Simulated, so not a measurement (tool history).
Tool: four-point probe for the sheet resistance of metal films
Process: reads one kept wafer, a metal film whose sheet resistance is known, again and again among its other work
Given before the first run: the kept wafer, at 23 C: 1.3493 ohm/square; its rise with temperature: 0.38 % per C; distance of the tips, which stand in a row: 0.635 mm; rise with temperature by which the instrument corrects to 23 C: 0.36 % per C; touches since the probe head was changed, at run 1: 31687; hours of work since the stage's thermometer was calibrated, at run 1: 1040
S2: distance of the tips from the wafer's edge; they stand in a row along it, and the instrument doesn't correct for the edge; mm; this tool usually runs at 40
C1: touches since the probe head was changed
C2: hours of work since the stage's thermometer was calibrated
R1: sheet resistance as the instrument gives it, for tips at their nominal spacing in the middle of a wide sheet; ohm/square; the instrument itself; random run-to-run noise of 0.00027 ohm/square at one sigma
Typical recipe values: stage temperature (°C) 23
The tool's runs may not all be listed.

{"run": 1, "hour": 0.0, "stage temperature (°C)": 23, "S2": 40, "C1": 31687, "C2": 1040, "R1": 1.347221}
{"run": 2, "hour": 16.8, "stage temperature (°C)": 23, "S2": 40, "C1": 32554, "C2": 1050, "R1": 1.347125}
{"run": 3, "hour": 29.9, "stage temperature (°C)": 23, "S2": 40, "C1": 33232, "C2": 1057, "R1": 1.346769}
{"run": 4, "hour": 39.0, "stage temperature (°C)": 23, "S2": 40, "C1": 33702, "C2": 1063, "R1": 1.346859}
{"run": 5, "hour": 53.0, "stage temperature (°C)": 23, "S2": 40, "C1": 34422, "C2": 1071, "R1": 1.346709}
{"run": 6, "hour": 63.6, "stage temperature (°C)": 23, "S2": 40, "C1": 34969, "C2": 1077, "R1": 1.346528}
{"run": 7, "hour": 74.6, "stage temperature (°C)": 23, "S2": 40, "C1": 35536, "C2": 1084, "R1": 1.346439}
{"run": 8, "hour": 91.6, "stage temperature (°C)": 23, "S2": 40, "C1": 36414, "C2": 1094, "R1": 1.346555}
{"run": 9, "hour": 108.7, "stage temperature (°C)": 23, "S2": 40, "C1": 37298, "C2": 1104, "R1": 1.34648}
{"run": 10, "hour": 117.5, "stage temperature (°C)": 23, "S2": 40, "C1": 37750, "C2": 1109, "R1": 1.345905}
{"run": 11, "hour": 126.7, "stage temperature (°C)": 23, "S2": 42, "C1": 38228, "C2": 1115, "R1": 1.346656}
{"run": 12, "hour": 141.8, "stage temperature (°C)": 23, "S2": 42, "C1": 39006, "C2": 1124, "R1": 1.346458}
{"run": 13, "hour": 158.8, "stage temperature (°C)": 23, "S2": 42, "C1": 39882, "C2": 1134, "R1": 1.346529}
{"run": 14, "hour": 168.6, "stage temperature (°C)": 23, "S2": 42, "C1": 40388, "C2": 1140, "R1": 1.34612}
{"run": 15, "hour": 184.0, "stage temperature (°C)": 23, "S2": 11, "C1": 41183, "C2": 1149, "R1": 1.347951}
{"run": 16, "hour": 200.1, "stage temperature (°C)": 23, "S2": 11, "C1": 42016, "C2": 1158, "R1": 1.347723}
{"run": 17, "hour": 216.9, "stage temperature (°C)": 29, "S2": 11, "C1": 42881, "C2": 1168, "R1": 1.348859}
{"run": 18, "hour": 233.2, "stage temperature (°C)": 23, "S2": 5, "C1": 43721, "C2": 1178, "R1": 1.35741}
{"run": 19, "hour": 242.3, "stage temperature (°C)": 30, "S2": 40, "C1": 44192, "C2": 1183, "R1": 1.347549}
{"run": 20, "hour": 255.8, "stage temperature (°C)": 23, "S2": 4, "C1": 44890, "C2": 1191, "R1": 1.363616}
{"run": 21, "hour": 264.8, "stage temperature (°C)": 23, "S2": 4, "C1": 45355, "C2": 1197, "R1": 1.363492}
{"run": 22, "hour": 275.4, "stage temperature (°C)": 23, "S2": 4, "C1": 45899, "C2": 1203, "R1": 1.363654}
{"run": 23, "hour": 292.3, "stage temperature (°C)": 23, "S2": 19, "C1": 46772, "C2": 1213, "R1": 1.346056}
{"run": 24, "hour": 306.3, "stage temperature (°C)": 23, "S2": 19, "C1": 47497, "C2": 1221, "R1": 1.345757}
{"run": 25, "hour": 323.0, "stage temperature (°C)": 19, "S2": 32, "C1": 48359, "C2": 1231, "R1": 1.34454}
{"hour": 324.8, "done": "stage's thermometer calibrated"}
{"run": 26, "hour": 337.5, "stage temperature (°C)": 19, "S2": 27, "C1": 49080, "C2": 8, "R1": 1.343945}
{"run": 27, "hour": 351.7, "stage temperature (°C)": 23, "S2": 5, "C1": 49812, "C2": 16, "R1": 1.356106}
{"run": 28, "hour": 363.0, "stage temperature (°C)": 26, "S2": 6, "C1": 50396, "C2": 23, "R1": 1.352827}
{"hour": 377.4, "done": "stage's thermometer calibrated, once more"}
{"run": 29, "hour": 378.8, "stage temperature (°C)": 23, "S2": 5, "C1": 51187, "C2": 1, "R1": 1.358334}
{"run": 30, "hour": 390.4, "stage temperature (°C)": 26, "S2": 3, "C1": 51786, "C2": 8, "R1": 1.378802}
{"run": 31, "hour": 399.2, "stage temperature (°C)": 26, "S2": 3, "C1": 52241, "C2": 13, "R1": 1.378761}
{"run": 32, "hour": 416.5, "stage temperature (°C)": 23, "S2": 13, "C1": 53133, "C2": 23, "R1": 1.348589}
{"run": 33, "hour": 426.6, "stage temperature (°C)": 22, "S2": 27, "C1": 53656, "C2": 29, "R1": 1.346471}
{"run": 34, "hour": 434.5, "stage temperature (°C)": 23, "S2": 15, "C1": 54062, "C2": 34, "R1": 1.3473}
{"run": 35, "hour": 441.9, "stage temperature (°C)": 23, "S2": 15, "C1": 54442, "C2": 38, "R1": 1.347149}
{"run": 36, "hour": 457.0, "stage temperature (°C)": 22, "S2": 72, "C1": 55224, "C2": 47, "R1": 1.345793}
{"run": 37, "hour": 469.8, "stage temperature (°C)": 22, "S2": 9, "C1": 55883, "C2": 55, "R1": 1.349647}
{"run": 38, "hour": 483.0, "stage temperature (°C)": 30, "S2": 49, "C1": 56565, "C2": 63, "R1": 1.346967}
{"run": 39, "hour": 493.8, "stage temperature (°C)": 20, "S2": 47, "C1": 57122, "C2": 69, "R1": 1.344851}
{"run": 40, "hour": 508.4, "stage temperature (°C)": 23, "S2": 8, "C1": 57873, "C2": 78, "R1": 1.350706}
{"run": 41, "hour": 516.0, "stage temperature (°C)": 27, "S2": 21, "C1": 58269, "C2": 82, "R1": 1.347294}
{"run": 42, "hour": 523.9, "stage temperature (°C)": 27, "S2": 21, "C1": 58676, "C2": 87, "R1": 1.346614}
{"run": 43, "hour": 531.6, "stage temperature (°C)": 19, "S2": 17, "C1": 59074, "C2": 91, "R1": 1.345747}
{"run": 44, "hour": 542.8, "stage temperature (°C)": 19, "S2": 17, "C1": 59653, "C2": 98, "R1": 1.34558}
{"run": 45, "hour": 554.6, "stage temperature (°C)": 24, "S2": 5, "C1": 60258, "C2": 105, "R1": 1.357356}

Branching from run 45: 3 alternative next runs. What would each branch give?
{"run": "A", "hour": 569.1, "stage temperature (°C)": 24, "S2": 4, "C1": 61008, "C2": 114, "R1": "?"}
{"run": "B", "hour": 569.1, "stage temperature (°C)": 24, "S2": 3, "C1": 61008, "C2": 114, "R1": "?"}
{"run": "C", "hour": 569.1, "stage temperature (°C)": 21, "S2": 17, "C1": 61008, "C2": 114, "R1": "?"}

run=A R1=1.363765
run=B R1=1.377214
run=C R1=1.346233
With no hidden state in the tool, these same runs would have given:
run=A R1=1.367634
run=B R1=1.381118
run=C R1=1.350055
